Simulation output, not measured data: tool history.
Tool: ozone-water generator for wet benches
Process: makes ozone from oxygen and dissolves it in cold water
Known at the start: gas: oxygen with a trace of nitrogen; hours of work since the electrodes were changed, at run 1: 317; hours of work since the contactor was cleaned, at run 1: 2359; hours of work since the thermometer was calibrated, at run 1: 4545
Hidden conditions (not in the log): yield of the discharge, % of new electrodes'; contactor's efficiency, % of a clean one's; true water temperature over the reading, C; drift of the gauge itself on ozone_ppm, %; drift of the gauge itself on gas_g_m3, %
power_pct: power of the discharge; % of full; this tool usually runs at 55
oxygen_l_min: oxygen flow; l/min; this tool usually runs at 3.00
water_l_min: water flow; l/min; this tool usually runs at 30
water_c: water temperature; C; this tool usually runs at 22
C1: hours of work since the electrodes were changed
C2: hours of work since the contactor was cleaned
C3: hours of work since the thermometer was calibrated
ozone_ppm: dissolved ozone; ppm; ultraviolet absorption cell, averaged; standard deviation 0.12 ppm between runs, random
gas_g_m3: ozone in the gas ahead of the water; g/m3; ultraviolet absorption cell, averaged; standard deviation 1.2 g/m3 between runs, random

Run 1, day 0.000: usual settings; C1 317; C2 2359; C3 4545. Result: ozone_ppm 10.9 ppm, gas_g_m3 209.7 g/m3.
Run 2, day 0.812: usual settings; C1 336; C2 2378; C3 4564. Result: ozone_ppm 11.3 ppm, gas_g_m3 207.8 g/m3.
Run 3, day 2.492: usual settings; C1 376; C2 2418; C3 4604. Result: ozone_ppm 11.2 ppm, gas_g_m3 208.0 g/m3.
Run 4, day 4.125: usual settings; C1 415; C2 2457; C3 4643. Result: ozone_ppm 11.3 ppm, gas_g_m3 208.5 g/m3.
At day 4.275: water thermometer calibrated.
Run 5, day 5.296: usual settings but water_l_min 22 l/min; C1 443; C2 2484; C3 24. Result: ozone_ppm 14.5 ppm, gas_g_m3 208.0 g/m3.
Run 6, day 6.371: usual settings but water_l_min 22 l/min; C1 468; C2 2510; C3 50. Result: ozone_ppm 14.7 ppm, gas_g_m3 210.7 g/m3.
Run 7, day 7.550: usual settings but water_l_min 22 l/min; C1 496; C2 2538; C3 78. Result: ozone_ppm 14.5 ppm, gas_g_m3 208.5 g/m3.
Run 8, day 8.412: usual settings but water_l_min 22 l/min; C1 517; C2 2559; C3 99. Result: ozone_ppm 14.4 ppm, gas_g_m3 208.4 g/m3.
Run 9, day 9.554: usual settings but water_l_min 22 l/min; C1 544; C2 2586; C3 126. Result: ozone_ppm 14.1 ppm, gas_g_m3 207.4 g/m3.
Run 10, day 11.375: usual settings but power_pct 60 % of full, oxygen_l_min 4.25 l/min; C1 588; C2 2629; C3 169. Result: ozone_ppm 13.0 ppm, gas_g_m3 193.4 g/m3.
Run 11, day 12.792: usual settings but power_pct 60 % of full, oxygen_l_min 4.25 l/min; C1 621; C2 2663; C3 203. Result: ozone_ppm 13.3 ppm, gas_g_m3 191.1 g/m3.
Run 12, day 14.100: usual settings but power_pct 44 % of full, oxygen_l_min 2.06 l/min, water_c 16 C; C1 653; C2 2694; C3 234. Result: ozone_ppm 8.8 ppm, gas_g_m3 209.8 g/m3.
Run 13, day 15.625: usual settings but power_pct 44 % of full, oxygen_l_min 2.06 l/min, water_c 16 C; C1 689; C2 2731; C3 271. Result: ozone_ppm 8.7 ppm, gas_g_m3 209.5 g/m3.
Run 14, day 16.858: usual settings but power_pct 73 % of full, oxygen_l_min 4.53 l/min, water_l_min 37 l/min, water_c 23 C; C1 718; C2 2760; C3 300. Result: ozone_ppm 12.2 ppm, gas_g_m3 207.1 g/m3.
Run 15, day 18.375: usual settings but power_pct 73 % of full, oxygen_l_min 4.53 l/min, water_l_min 37 l/min, water_c 23 C; C1 755; C2 2796; C3 336. Result: ozone_ppm 12.4 ppm, gas_g_m3 206.0 g/m3.
Run 16, day 19.779: usual settings but power_pct 72 % of full, oxygen_l_min 2.58 l/min, water_l_min 37 l/min, water_c 23 C; C1 788; C2 2830; C3 370. Result: ozone_ppm 10.0 ppm, gas_g_m3 253.4 g/m3.
Run 17, day 20.696: usual settings but power_pct 72 % of full, oxygen_l_min 2.58 l/min, water_l_min 37 l/min, water_c 23 C; C1 810; C2 2852; C3 392. Result: ozone_ppm 9.7 ppm, gas_g_m3 254.1 g/m3.

What if the next run were any one of these 4? Each begins from the tool's condition after run 17:
Run A, day 21.446: usual settings but water_c 28 C; C1 828; C2 2870; C3 410. Result: ozone_ppm ?, gas_g_m3 ?.
Run B, day 21.446: usual settings but oxygen_l_min 2.77 l/min; C1 828; C2 2870; C3 410. Result: ozone_ppm ?, gas_g_m3 ?.
Run C, day 21.446: usual settings but power_pct 72 % of full, oxygen_l_min 3.93 l/min, water_l_min 36 l/min, water_c 20 C; C1 828; C2 2870; C3 410. Result: ozone_ppm ?, gas_g_m3 ?.
Run D, day 21.446: usual settings but power_pct 45 % of full; C1 828; C2 2870; C3 410. Result: ozone_ppm ?, gas_g_m3 ?.

run  ozone_ppm  gas_g_m3
  A       10.4     206.0
  B       10.8     212.9
  C       12.2     215.5
  D        9.9     186.1
Stripped of hidden state, with their random variation kept, the same runs would have yielded:
run  ozone_ppm  gas_g_m3
  A       10.4     208.9
  B       10.8     215.9
  C       12.2     218.5
  D        9.9     188.7

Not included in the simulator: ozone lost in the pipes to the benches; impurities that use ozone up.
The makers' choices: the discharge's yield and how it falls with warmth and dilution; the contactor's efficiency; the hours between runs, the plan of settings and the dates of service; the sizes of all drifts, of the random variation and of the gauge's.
